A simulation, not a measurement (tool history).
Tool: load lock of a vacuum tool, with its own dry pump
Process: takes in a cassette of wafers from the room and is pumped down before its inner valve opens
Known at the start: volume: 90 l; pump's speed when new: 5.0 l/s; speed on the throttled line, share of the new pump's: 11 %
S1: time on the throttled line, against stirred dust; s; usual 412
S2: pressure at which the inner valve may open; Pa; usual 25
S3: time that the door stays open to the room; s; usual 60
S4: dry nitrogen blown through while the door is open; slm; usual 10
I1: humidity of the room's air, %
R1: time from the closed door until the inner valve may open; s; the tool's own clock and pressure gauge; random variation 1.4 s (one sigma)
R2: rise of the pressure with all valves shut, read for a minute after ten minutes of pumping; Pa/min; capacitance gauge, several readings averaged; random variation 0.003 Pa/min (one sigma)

run 1 hour=0 | S1=412 S2=25 S3=60 S4=10 | I1=44.4 | R1=518.9 R2=0.361
run 2 hour=135.2 | S1=412 S2=25 S3=60 S4=10 | I1=45.9 | R1=521.4 R2=0.382
run 3 hour=243.2 | S1=274 S2=25 S3=60 S4=10 | I1=46.5 | R1=400.8 R2=0.398
run 4 hour=380.7 | S1=274 S2=25 S3=60 S4=10 | I1=47.9 | R1=401.2 R2=0.409
run 5 hour=456.3 | S1=274 S2=25 S3=60 S4=10 | I1=42.5 | R1=400.5 R2=0.424
run 6 hour=559.4 | S1=412 S2=29 S3=60 S4=10 | I1=46.1 | R1=523.8 R2=0.428
run 7 hour=627.9 | S1=412 S2=29 S3=60 S4=10 | I1=44.7 | R1=521.1 R2=0.452
run 8 hour=699.4 | S1=412 S2=29 S3=60 S4=10 | I1=43.2 | R1=521 R2=0.448
run 9 hour=766.9 | S1=412 S2=29 S3=60 S4=10 | I1=48.7 | R1=520.4 R2=0.468
run 10 hour=908.5 | S1=412 S2=29 S3=60 S4=10 | I1=45 | R1=521 R2=0.484
run 11 hour=1042.8 | S1=279 S2=31 S3=70 S4=37 | I1=44.9 | R1=402.2 R2=0.486
run 12 hour=1142.4 | S1=279 S2=31 S3=114 S4=13 | I1=42.3 | R1=403 R2=0.528
run 13 hour=1244.3 | S1=279 S2=27 S3=163 S4=11 | I1=46.8 | R1=404.3 R2=0.547
run 14 hour=1326.4 | S1=279 S2=31 S3=55 S4=11 | I1=39.7 | R1=399.9 R2=0.533
run 15 hour=1395.5 | S1=471 S2=27 S3=57 S4=11 | I1=46.7 | R1=573.9 R2=0.55
run 16 hour=1525.1 | S1=289 S2=36 S3=60 S4=10 | I1=45.3 | R1=407.6 R2=0.583
run 17 hour=1626.8 | S1=405 S2=22 S3=60 S4=10 | I1=43.5 | R1=519.6 R2=0.593

Some steps in R1 between neighbouring runs. How much of each would the tool show without its hidden state too (settings, what came in, random variation), and how much is left for the hidden state, with any gauge scatter that isn't in both results?
The hidden state here: pump's speed, % of a new pump's; leak at the door's seal, Pa l/s; drift of the gauge itself on ready_s, %; drift of the gauge itself on rise_pa_min, %.
Run 2 -> 3: S1 412 -> 274. R1 -120.6 s: hidden state +1, all else -121.6.
Run 14 -> 15: S1 279 -> 471, S2 31 -> 27, S3 55 -> 57. R1 +174 s: hidden state -0.7, all else +174.7.

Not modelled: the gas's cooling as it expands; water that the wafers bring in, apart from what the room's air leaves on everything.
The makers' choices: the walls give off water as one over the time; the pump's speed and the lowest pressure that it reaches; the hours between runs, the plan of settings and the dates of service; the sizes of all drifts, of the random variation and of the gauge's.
